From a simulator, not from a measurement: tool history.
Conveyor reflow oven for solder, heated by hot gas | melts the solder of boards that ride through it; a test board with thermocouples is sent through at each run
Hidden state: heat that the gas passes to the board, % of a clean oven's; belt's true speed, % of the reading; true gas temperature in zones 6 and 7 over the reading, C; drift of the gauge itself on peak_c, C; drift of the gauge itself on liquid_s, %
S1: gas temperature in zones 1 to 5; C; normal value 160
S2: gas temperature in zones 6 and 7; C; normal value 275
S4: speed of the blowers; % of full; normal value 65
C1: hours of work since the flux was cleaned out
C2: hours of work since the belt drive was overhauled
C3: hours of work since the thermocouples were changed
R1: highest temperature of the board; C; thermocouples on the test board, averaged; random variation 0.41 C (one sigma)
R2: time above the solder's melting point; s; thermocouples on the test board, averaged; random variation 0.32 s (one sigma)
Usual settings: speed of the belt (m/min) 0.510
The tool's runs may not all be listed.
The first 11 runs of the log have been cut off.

{"run": 12, "hour": 627.3, "S1": 156, "S2": 275, "speed of the belt (m/min)": 0.51, "S4": 65, "C1": 34, "C2": 433, "C3": 550, "R1": 255.0, "R2": 57.8}
{"run": 13, "hour": 673.7, "S1": 156, "S2": 275, "speed of the belt (m/min)": 0.51, "S4": 65, "C1": 54, "C2": 452, "C3": 570, "R1": 255.5, "R2": 57.4}
{"run": 14, "hour": 742.8, "S1": 156, "S2": 275, "speed of the belt (m/min)": 0.51, "S4": 65, "C1": 83, "C2": 481, "C3": 599, "R1": 255.9, "R2": 57.7}
{"run": 15, "hour": 781.1, "S1": 156, "S2": 275, "speed of the belt (m/min)": 0.51, "S4": 65, "C1": 99, "C2": 498, "C3": 615, "R1": 255.2, "R2": 57.8}
{"run": 16, "hour": 815.4, "S1": 160, "S2": 275, "speed of the belt (m/min)": 0.51, "S4": 65, "C1": 114, "C2": 512, "C3": 630, "R1": 256.5, "R2": 58.8}
{"run": 17, "hour": 848.9, "S1": 160, "S2": 273, "speed of the belt (m/min)": 0.51, "S4": 74, "C1": 128, "C2": 526, "C3": 644, "R1": 255.8, "R2": 60.0}
{"run": 18, "hour": 910.0, "S1": 160, "S2": 275, "speed of the belt (m/min)": 0.51, "S4": 83, "C1": 154, "C2": 552, "C3": 670, "R1": 259.3, "R2": 62.2}
{"run": 19, "hour": 959.6, "S1": 160, "S2": 265, "speed of the belt (m/min)": 0.51, "S4": 55, "C1": 175, "C2": 573, "C3": 691, "R1": 245.0, "R2": 49.9}
{"run": 20, "hour": 1040.9, "S1": 148, "S2": 286, "speed of the belt (m/min)": 0.51, "S4": 87, "C1": 209, "C2": 607, "C3": 725, "R1": 269.4, "R2": 64.4}
{"run": 21, "hour": 1117.5, "S1": 162, "S2": 286, "speed of the belt (m/min)": 0.457, "S4": 87, "C1": 241, "C2": 640, "C3": 757, "R1": 273.6, "R2": 79.4}
{"run": 22, "hour": 1179.3, "S1": 162, "S2": 286, "speed of the belt (m/min)": 0.573, "S4": 83, "C1": 267, "C2": 666, "C3": 783, "R1": 265.3, "R2": 58.7}
{"hour": 1193.0, "done": "flux residue cleaned out of gas plates and filters"}
{"run": 23, "hour": 1219.0, "S1": 162, "S2": 286, "speed of the belt (m/min)": 0.5, "S4": 83, "C1": 11, "C2": 680, "C3": 798, "R1": 270.7, "R2": 70.8}
{"run": 24, "hour": 1277.7, "S1": 162, "S2": 286, "speed of the belt (m/min)": 0.5, "S4": 83, "C1": 36, "C2": 705, "C3": 823, "R1": 270.5, "R2": 70.4}
{"run": 25, "hour": 1358.4, "S1": 157, "S2": 268, "speed of the belt (m/min)": 0.5, "S4": 83, "C1": 70, "C2": 739, "C3": 857, "R1": 252.7, "R2": 59.6}
{"hour": 1429.2, "done": "belt drive overhauled, speed set with a stopwatch"}
{"run": 26, "hour": 1439.9, "S1": 157, "S2": 268, "speed of the belt (m/min)": 0.5, "S4": 83, "C1": 103, "C2": 5, "C3": 890, "R1": 253.8, "R2": 58.9}
{"run": 27, "hour": 1520.0, "S1": 152, "S2": 268, "speed of the belt (m/min)": 0.5, "S4": 67, "C1": 136, "C2": 38, "C3": 923, "R1": 249.8, "R2": 54.0}
{"run": 28, "hour": 1600.7, "S1": 153, "S2": 268, "speed of the belt (m/min)": 0.5, "S4": 69, "C1": 170, "C2": 72, "C3": 957, "R1": 250.6, "R2": 54.2}
{"run": 29, "hour": 1644.8, "S1": 153, "S2": 268, "speed of the belt (m/min)": 0.492, "S4": 72, "C1": 189, "C2": 91, "C3": 976, "R1": 251.1, "R2": 56.7}
{"run": 30, "hour": 1682.8, "S1": 160, "S2": 282, "speed of the belt (m/min)": 0.51, "S4": 57, "C1": 205, "C2": 107, "C3": 992, "R1": 260.4, "R2": 62.0}
{"run": 31, "hour": 1728.0, "S1": 160, "S2": 282, "speed of the belt (m/min)": 0.51, "S4": 57, "C1": 224, "C2": 126, "C3": 1011, "R1": 259.4, "R2": 61.6}
{"run": 32, "hour": 1772.3, "S1": 167, "S2": 279, "speed of the belt (m/min)": 0.488, "S4": 51, "C1": 243, "C2": 145, "C3": 1030, "R1": 258.3, "R2": 65.3}

What if the next run were any one of these 3? Each begins from the tool's condition after run 32:
{"run": "A", "hour": 1834.1, "S1": 175, "S2": 279, "speed of the belt (m/min)": 0.488, "S4": 68, "C1": 269, "C2": 171, "C3": 1056, "R1": "?", "R2": "?"}
{"run": "B", "hour": 1834.1, "S1": 173, "S2": 275, "speed of the belt (m/min)": 0.51, "S4": 65, "C1": 269, "C2": 171, "C3": 1056, "R1": "?", "R2": "?"}
{"run": "C", "hour": 1834.1, "S1": 171, "S2": 275, "speed of the belt (m/min)": 0.51, "S4": 65, "C1": 269, "C2": 171, "C3": 1056, "R1": "?", "R2": "?"}

run=A R1=263.5 R2=73.3
run=B R1=257.7 R2=65.2
run=C R1=256.9 R2=64.3
With no hidden state in the tool, these same runs would have given:
run=A R1=263.5 R2=73.3
run=B R1=257.6 R2=65.2
run=C R1=256.9 R2=64.2
